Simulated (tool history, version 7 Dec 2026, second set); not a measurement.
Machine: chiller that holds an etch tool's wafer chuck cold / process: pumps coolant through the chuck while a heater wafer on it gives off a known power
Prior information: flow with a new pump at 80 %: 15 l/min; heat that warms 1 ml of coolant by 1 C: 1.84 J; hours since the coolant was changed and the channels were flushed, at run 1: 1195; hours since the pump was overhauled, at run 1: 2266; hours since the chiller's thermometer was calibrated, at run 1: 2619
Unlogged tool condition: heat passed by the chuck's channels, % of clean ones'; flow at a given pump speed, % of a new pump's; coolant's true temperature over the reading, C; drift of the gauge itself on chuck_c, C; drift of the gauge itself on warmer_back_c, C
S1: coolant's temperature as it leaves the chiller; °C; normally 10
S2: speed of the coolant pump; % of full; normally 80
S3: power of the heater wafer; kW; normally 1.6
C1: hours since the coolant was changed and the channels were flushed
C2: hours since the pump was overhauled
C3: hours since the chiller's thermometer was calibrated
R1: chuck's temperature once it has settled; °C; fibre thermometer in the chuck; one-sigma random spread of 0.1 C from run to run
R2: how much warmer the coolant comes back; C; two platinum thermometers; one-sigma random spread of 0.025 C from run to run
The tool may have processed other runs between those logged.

run	day	S1	S2	S3	C1	C2	C3	R1	R2
1	0	10	80	1.6	1195	2266	2619	21.4	3.61
2	2.788	10	80	1.6	1262	2333	2686	21.4	3.56
3	4.217	10	80	1.67	1297	2367	2720	21.9	3.72
# day 5.788: chiller's thermometer calibrated
4	7.638	10	80	1.6	1378	2448	44	21	3.54
5	10.117	10	80	1.6	1437	2508	104	21.1	3.57
6	12.058	10	80	1.6	1484	2555	150	21	3.63
7	14.696	10	80	1.6	1547	2618	214	21.1	3.59
8	17.017	10	80	1.6	1603	2674	269	21	3.67
9	18.871	10	80	1.6	1647	2718	314	21.1	3.62
10	20.412	10	80	1.6	1684	2755	351	21.3	3.63
11	23.742	10	80	1.6	1764	2835	431	21.2	3.62
12	25.671	10	80	1.6	1811	2881	477	21.2	3.6
13	28.642	10	80	1.6	1882	2952	548	21.3	3.61
14	31.212	10	80	1.6	1943	3014	610	21.3	3.67
15	34.038	10	79	1.6	2011	3082	678	21.4	3.66
16	36.075	10	80	1.6	2060	3131	727	21.4	3.64
17	38.671	2	93	0.994	2122	3193	789	8.4	1.91
18	41.871	2	93	0.994	2199	3270	866	8.5	1.89
19	43.879	2	75	0.994	2248	3318	914	9.4	2.42
20	47.075	2	75	0.994	2324	3395	991	9.5	2.41
21	50.433	10	77	1.6	2405	3476	1071	21.8	3.83
22	52.812	10	77	1.6	2462	3533	1129	22	3.8
23	56.058	10	76	1.927	2540	3611	1207	24.4	4.64
24	59.483	10	97	2.166	2622	3693	1289	23.8	3.96
25	61.929	4	63	2.044	2681	3751	1347	21.5	6.05
26	63.933	3	86	2.044	2729	3800	1395	17	4.33
27	66.825	11	62	1.283	2798	3869	1465	22.3	3.86
28	70.171	11	84	1.283	2879	3949	1545	20.3	2.79
29	73.183	11	84	1.283	2951	4021	1617	20.4	2.78
30	76.229	1	80	0.894	3024	4095	1691	7.8	2.05
31	79.579	19	64	1.6	3104	4175	1771	32.9	4.72
32	81.508	19	64	1.6	3151	4221	1817	33	4.71

How would selected steps in R1 from run to run divide? Give the signed amount a tool lacking its hidden state would still show from settings, what came in and random variation, and the signed amount left for the hidden state, including any gauge scatter that is not in both of the compared results.
Run 3 -> 4: S3 1.67 -> 1.6, chiller's thermometer calibrated. R1 -0.9 °C: hidden state -0.5, all else -0.4.
Run 16 -> 17: S1 10 -> 2, S2 80 -> 93, S3 1.6 -> 0.994. R1 -13 °C: hidden state -0.3, all else -12.7.
Run 20 -> 21: S1 2 -> 10, S2 75 -> 77, S3 0.994 -> 1.6. R1 +12.3 °C: hidden state +0.4, all else +11.9.
Run 29 -> 30: S1 11 -> 1, S2 84 -> 80, S3 1.283 -> 0.894. R1 -12.6 °C: hidden state -0.2, all else -12.4.
Run 30 -> 31: S1 1 -> 19, S2 80 -> 64, S3 0.894 -> 1.6. R1 +25.1 °C: hidden state +0.7, all else +24.4.
